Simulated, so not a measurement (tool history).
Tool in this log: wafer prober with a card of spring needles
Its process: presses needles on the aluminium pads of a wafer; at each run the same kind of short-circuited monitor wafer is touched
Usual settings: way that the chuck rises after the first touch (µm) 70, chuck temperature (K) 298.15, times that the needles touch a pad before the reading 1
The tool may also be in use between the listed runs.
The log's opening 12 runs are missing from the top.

run    day  way that the chuck rises after the first touch (µm)  chuck temperature (K)  times that the needles touch a pad before the reading  touches since the tips were cleaned  cleanings since the card got new needles  touches since the first contact's height was set  resistance of one needle with its contact and lead (mohm)  way that a needle slides on the pad (µm)
 13  3.879                                                   70                 298.15                                                      2                                 5021                                         6                                             38064                                                        242                                     17.06
     3.929  -- tips cleaned on abrasive film
 14  4.342                                                   70                 298.15                                                      2                                 2770                                         7                                             41143                                                        243                                     17.08
 15  4.596                                                   70                 298.15                                                      1                                 4463                                         7                                             42836                                                        240                                     16.99
     4.729  -- tips cleaned on abrasive film
 16  4.992                                                   70                 298.15                                                      2                                 1773                                         8                                             45465                                                        243                                     16.98
 17   5.35                                                   70                 298.15                                                      1                                 4146                                         8                                             47838                                                        242                                     16.94
     5.525  -- tips cleaned on abrasive film
 18  5.708                                                   70                 298.15                                                      1                                 1238                                         9                                             50223                                                        246                                     17.02
 19  6.012                                                   70                 324.15                                                      2                                 3265                                         9                                             52250                                                        249                                     16.91
 20  6.233                                                   70                 301.15                                                      2                                 4736                                         9                                             53721                                                        244                                     16.93
     6.308  -- tips cleaned on abrasive film
 21  6.542                                                   64                 316.15                                                      1                                 1557                                        10                                             55768                                                        249                                     15.36
 22  6.771                                                   56                 321.15                                                      1                                 3092                                        10                                             57303                                                        250                                     13.52
 23  6.983                                                   69                 323.15                                                      1                                 4504                                        10                                             58715                                                        251                                     16.64
     7.092  -- tips cleaned on abrasive film
 24  7.308                                                   70                 334.15                                                      1                                 1458                                        11                                             60866                                                        255                                     16.79
     7.379  -- gauge calibrated
 25  7.512                                                   70                 331.15                                                      1                                 2807                                        11                                             62215                                                        250                                     17.35
 26  7.704                                                   64                 303.15                                                      2                                 4100                                        11                                             63508                                                        246                                     15.83
     7.875  -- tips cleaned on abrasive film
 27  8.112                                                   83                 347.15                                                      2                                 1581                                        12                                             66205                                                        257                                     20.44
 28  8.433                                                   83                 347.15                                                      2                                 3713                                        12                                             68337                                                        253                                     20.72
 29  8.621                                                   83                 347.15                                                      2                                 4987                                        12                                             69611                                                        251                                     20.46
     8.683  -- tips cleaned on abrasive film
 30  8.908                                                   70                 325.15                                                      1                                 1515                                        13                                             71502                                                        249                                     17.36
 31   9.15                                                   70                 309.15                                                      2                                 3135                                        13                                             73122                                                        247                                      17.2
     9.471  -- tips cleaned on abrasive film
 32  9.542                                                   51                 308.15                                                      3                                  471                                        14                                             75709                                                        253                                      12.5
 33  9.729                                                   62                 298.15                                                      1                                 1729                                        14                                             76967                                                        246                                      15.3
 34   10.1                                                   64                 363.15                                                      2                                 4197                                        14                                             79435                                                        266                                     15.76

3 options for the next run, each taken on its own from the tool as it stands now. Forecast them:
     10.258  -- tips cleaned on abrasive film
  A  10.292                                                   60                 298.15                                                      2                                  237                                        15                                             80702                                                          ?                                         ?
     10.258  -- tips cleaned on abrasive film
  B  10.292                                                   90                 309.15                                                      1                                  237                                        15                                             80702                                                          ?                                         ?
     10.258  -- tips cleaned on abrasive film
  C  10.292                                                   60                 380.15                                                      1                                  237                                        15                                             80702                                                          ?                                         ?

run  resistance of one needle with its contact and lead (mohm)  way that a needle slides on the pad (µm)
  A                                                        242                                     14.69
  B                                                        242                                     22.13
  C                                                        270                                     14.62
The same runs, with their run-to-run variation unchanged, on a tool lacking any hidden condition would have given:
run  resistance of one needle with its contact and lead (mohm)  way that a needle slides on the pad (µm)
  A                                                        242                                     14.86
  B                                                        241                                     22.39
  C                                                        270                                     14.79

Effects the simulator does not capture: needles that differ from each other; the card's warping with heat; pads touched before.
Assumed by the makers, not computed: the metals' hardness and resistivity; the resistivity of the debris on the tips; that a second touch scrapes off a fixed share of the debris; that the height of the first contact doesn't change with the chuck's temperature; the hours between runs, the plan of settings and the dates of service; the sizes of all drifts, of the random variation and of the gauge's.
